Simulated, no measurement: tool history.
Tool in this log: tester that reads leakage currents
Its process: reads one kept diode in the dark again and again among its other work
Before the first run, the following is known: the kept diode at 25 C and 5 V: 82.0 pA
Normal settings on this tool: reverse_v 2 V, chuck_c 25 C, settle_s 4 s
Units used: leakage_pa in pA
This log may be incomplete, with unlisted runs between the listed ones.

{"run": 1, "hour": 0.0, "reverse_v": 2, "chuck_c": 25, "settle_s": 4, "leakage_pa": 49.73}
{"run": 2, "hour": 28.3, "reverse_v": 2, "chuck_c": 39, "settle_s": 4, "leakage_pa": 137.74}
{"run": 3, "hour": 82.8, "reverse_v": 2, "chuck_c": 39, "settle_s": 4, "leakage_pa": 137.97}
{"run": 4, "hour": 115.1, "reverse_v": 2, "chuck_c": 39, "settle_s": 4, "leakage_pa": 137.12}
{"run": 5, "hour": 146.0, "reverse_v": 2, "chuck_c": 25, "settle_s": 4, "leakage_pa": 49.61}
{"run": 6, "hour": 185.6, "reverse_v": 2, "chuck_c": 25, "settle_s": 4, "leakage_pa": 49.71}
{"run": 7, "hour": 232.3, "reverse_v": 2, "chuck_c": 25, "settle_s": 4, "leakage_pa": 49.68}
{"hour": 238.7, "done": "probe card cleaned and baked"}
{"run": 8, "hour": 282.0, "reverse_v": 2, "chuck_c": 25, "settle_s": 4, "leakage_pa": 50.06}
{"run": 9, "hour": 329.1, "reverse_v": 2, "chuck_c": 25, "settle_s": 4, "leakage_pa": 49.79}
{"run": 10, "hour": 372.5, "reverse_v": 2, "chuck_c": 25, "settle_s": 4, "leakage_pa": 50.04}
{"hour": 385.5, "done": "probe card cleaned and baked, once more"}
{"run": 11, "hour": 425.9, "reverse_v": 3.29, "chuck_c": 25, "settle_s": 0.47, "leakage_pa": 62.48}
{"run": 12, "hour": 460.3, "reverse_v": 2.12, "chuck_c": 25, "settle_s": 4, "leakage_pa": 48.3}
{"run": 13, "hour": 511.3, "reverse_v": 8.03, "chuck_c": 25, "settle_s": 1.08, "leakage_pa": 104.77}
{"run": 14, "hour": 556.1, "reverse_v": 1.76, "chuck_c": 25, "settle_s": 7.15, "leakage_pa": 43.21}
{"run": 15, "hour": 596.2, "reverse_v": 1.76, "chuck_c": 25, "settle_s": 7.15, "leakage_pa": 43.17}
{"run": 16, "hour": 645.7, "reverse_v": 1.73, "chuck_c": 21, "settle_s": 6.05, "leakage_pa": 31.29}
{"run": 17, "hour": 680.8, "reverse_v": 3.27, "chuck_c": 60, "settle_s": 6.05, "leakage_pa": 718.28}
{"run": 18, "hour": 706.9, "reverse_v": 1.76, "chuck_c": 60, "settle_s": 4, "leakage_pa": 503.05}
{"run": 19, "hour": 744.2, "reverse_v": 3.37, "chuck_c": 25, "settle_s": 6.28, "leakage_pa": 63.3}
{"run": 20, "hour": 770.9, "reverse_v": 8.63, "chuck_c": 25, "settle_s": 6.28, "leakage_pa": 109.7}

Below are 3 alternative next runs, each starting from the tool's condition after run 20. Predict each:
{"run": "A", "hour": 819.4, "reverse_v": 2.91, "chuck_c": 24, "settle_s": 6.91, "leakage_pa": "?"}
{"run": "B", "hour": 819.4, "reverse_v": 8.63, "chuck_c": 22, "settle_s": 0.44, "leakage_pa": "?"}
{"run": "C", "hour": 819.4, "reverse_v": 2, "chuck_c": 36, "settle_s": 4, "leakage_pa": "?"}

run=A leakage_pa=53.85
run=B leakage_pa=87.86
run=C leakage_pa=106.83
What these runs would have given with no unlogged condition in the tool:
run=A leakage_pa=55.81
run=B leakage_pa=89.92
run=C leakage_pa=111.41
